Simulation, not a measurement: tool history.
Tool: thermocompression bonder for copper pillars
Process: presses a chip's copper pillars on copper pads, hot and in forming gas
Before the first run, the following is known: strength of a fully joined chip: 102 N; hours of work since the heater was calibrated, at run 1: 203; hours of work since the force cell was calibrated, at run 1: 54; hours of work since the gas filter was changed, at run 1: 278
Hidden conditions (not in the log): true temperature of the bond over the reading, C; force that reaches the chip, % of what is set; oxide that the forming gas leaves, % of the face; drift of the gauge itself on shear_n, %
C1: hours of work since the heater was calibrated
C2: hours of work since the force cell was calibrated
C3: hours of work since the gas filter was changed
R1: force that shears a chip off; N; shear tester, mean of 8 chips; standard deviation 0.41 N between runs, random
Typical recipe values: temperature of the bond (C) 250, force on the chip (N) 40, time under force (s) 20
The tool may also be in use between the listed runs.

Run 1, hour 0: usual settings; C1 203; C2 54; C3 278. Result: R1 53.6 N.
Run 2, hour 62.3: usual settings; C1 245; C2 96; C3 320. Result: R1 52.9 N.
Run 3, hour 125.5: usual settings; C1 288; C2 139; C3 363. Result: R1 53.2 N.
At hour 141.6: forming gas filter changed.
Run 4, hour 175.2: usual settings; C1 321; C2 172; C3 23. Result: R1 52.4 N.
Run 5, hour 224.3: usual settings; C1 354; C2 205; C3 56. Result: R1 53 N.
Run 6, hour 259.7: usual settings; C1 378; C2 229; C3 80. Result: R1 54.1 N.
Run 7, hour 317.8: usual settings; C1 417; C2 268; C3 119. Result: R1 52.8 N.
Run 8, hour 356.5: usual settings; C1 443; C2 294; C3 145. Result: R1 53.4 N.
Run 9, hour 414.5: usual settings; C1 482; C2 334; C3 184. Result: R1 52.9 N.
Run 10, hour 453: usual settings; C1 508; C2 359; C3 210. Result: R1 52.9 N.
Run 11, hour 512.2: usual settings; C1 548; C2 399; C3 250. Result: R1 52.6 N.
Run 12, hour 579.2: usual settings; C1 593; C2 445; C3 295. Result: R1 53.1 N.
Run 13, hour 645.5: usual settings; C1 638; C2 489; C3 340. Result: R1 53.7 N.
At hour 696.5: forming gas filter changed.
Run 14, hour 701.9: usual settings; C1 676; C2 527; C3 4. Result: R1 54.2 N.
Run 15, hour 756.8: usual settings; C1 713; C2 564; C3 41. Result: R1 52.3 N.
Run 16, hour 790.7: usual settings but temperature of the bond (C) 247; C1 736; C2 587; C3 64. Result: R1 51.8 N.
Run 17, hour 831.8: usual settings but temperature of the bond (C) 247; C1 764; C2 615; C3 91. Result: R1 51.2 N.
Run 18, hour 872.5: usual settings but temperature of the bond (C) 247; C1 791; C2 642; C3 119. Result: R1 52.1 N.
Run 19, hour 924.9: usual settings but temperature of the bond (C) 247; C1 826; C2 677; C3 154. Result: R1 51 N.
Run 20, hour 967: usual settings; C1 855; C2 706; C3 182. Result: R1 52.5 N.
Run 21, hour 996.2: usual settings but force on the chip (N) 26, time under force (s) 49; C1 874; C2 726; C3 202. Result: R1 55.3 N.
Run 22, hour 1041.5: usual settings but temperature of the bond (C) 279, force on the chip (N) 38, time under force (s) 17; C1 905; C2 756; C3 233. Result: R1 62.1 N.
Run 23, hour 1097.9: usual settings but temperature of the bond (C) 279, force on the chip (N) 38, time under force (s) 17; C1 943; C2 794; C3 271. Result: R1 61.4 N.
Run 24, hour 1158.8: usual settings but temperature of the bond (C) 279, force on the chip (N) 38, time under force (s) 17; C1 984; C2 835; C3 312. Result: R1 61.9 N.
Run 25, hour 1217.6: usual settings but temperature of the bond (C) 270; C1 1024; C2 875; C3 351. Result: R1 62.2 N.
At hour 1252: forming gas filter changed.
Run 26, hour 1253.2: usual settings but temperature of the bond (C) 278, force on the chip (N) 48; C1 1047; C2 899; C3 1. Result: R1 71.8 N.
Run 27, hour 1320.7: usual settings but temperature of the bond (C) 258, force on the chip (N) 38, time under force (s) 18; C1 1093; C2 944; C3 46. Result: R1 53.6 N.
Run 28, hour 1365.7: usual settings but temperature of the bond (C) 235, force on the chip (N) 30, time under force (s) 21; C1 1123; C2 974; C3 77. Result: R1 38.6 N.
Run 29, hour 1422.4: usual settings but temperature of the bond (C) 235, force on the chip (N) 30, time under force (s) 21; C1 1162; C2 1013; C3 115. Result: R1 38.7 N.
Run 30, hour 1491.6: usual settings but temperature of the bond (C) 265, force on the chip (N) 51, time under force (s) 21; C1 1208; C2 1059; C3 162. Result: R1 69 N.
Run 31, hour 1553.9: usual settings but temperature of the bond (C) 253, force on the chip (N) 45, time under force (s) 17; C1 1250; C2 1101; C3 204. Result: R1 54.5 N.
Run 32, hour 1589.5: usual settings but force on the chip (N) 56, time under force (s) 42; C1 1274; C2 1125; C3 228. Result: R1 77.5 N.
Run 33, hour 1635.4: usual settings but force on the chip (N) 56, time under force (s) 42; C1 1305; C2 1156; C3 259. Result: R1 77.1 N.
Run 34, hour 1701.5: usual settings but temperature of the bond (C) 229, time under force (s) 40; C1 1350; C2 1201; C3 303. Result: R1 54.5 N.
Run 35, hour 1733.1: usual settings but temperature of the bond (C) 254; C1 1371; C2 1222; C3 324. Result: R1 53.6 N.
At hour 1771.1: heater calibrated with a thermocouple chip.
Run 36, hour 1772.7: usual settings but temperature of the bond (C) 245, force on the chip (N) 38, time under force (s) 30; C1 1; C2 1248; C3 350. Result: R1 56.4 N.
At hour 1810.4: forming gas filter changed.
Run 37, hour 1816.9: usual settings but temperature of the bond (C) 231, force on the chip (N) 38, time under force (s) 36; C1 31; C2 1277; C3 4. Result: R1 52.4 N.
Run 38, hour 1885.4: usual settings but temperature of the bond (C) 236, time under force (s) 13; C1 77; C2 1323; C3 51. Result: R1 38.9 N.
Run 39, hour 1944.7: usual settings but temperature of the bond (C) 236, time under force (s) 13; C1 117; C2 1363; C3 91. Result: R1 39.8 N.
Run 40, hour 1991.6: usual settings but temperature of the bond (C) 236, time under force (s) 13; C1 148; C2 1395; C3 122. Result: R1 39.1 N.

3 ways to go on from here, each from the tool as it stands after run 40. What would each give?
Run A, hour 2038.8: usual settings but temperature of the bond (C) 267, force on the chip (N) 52, time under force (s) 51; C1 180; C2 1427; C3 154. Result: R1 ?.
Run B, hour 2038.8: usual settings but temperature of the bond (C) 244, force on the chip (N) 28, time under force (s) 41; C1 180; C2 1427; C3 154. Result: R1 ?.
Run C, hour 2038.8: usual settings but temperature of the bond (C) 259, force on the chip (N) 26, time under force (s) 21; C1 180; C2 1427; C3 154. Result: R1 ?.

run    R1
  A  85.5
  B    52
  C  45.2
With no hidden state in the tool, these same runs would have given:
run    R1
  A  85.6
  B  52.1
  C  45.3
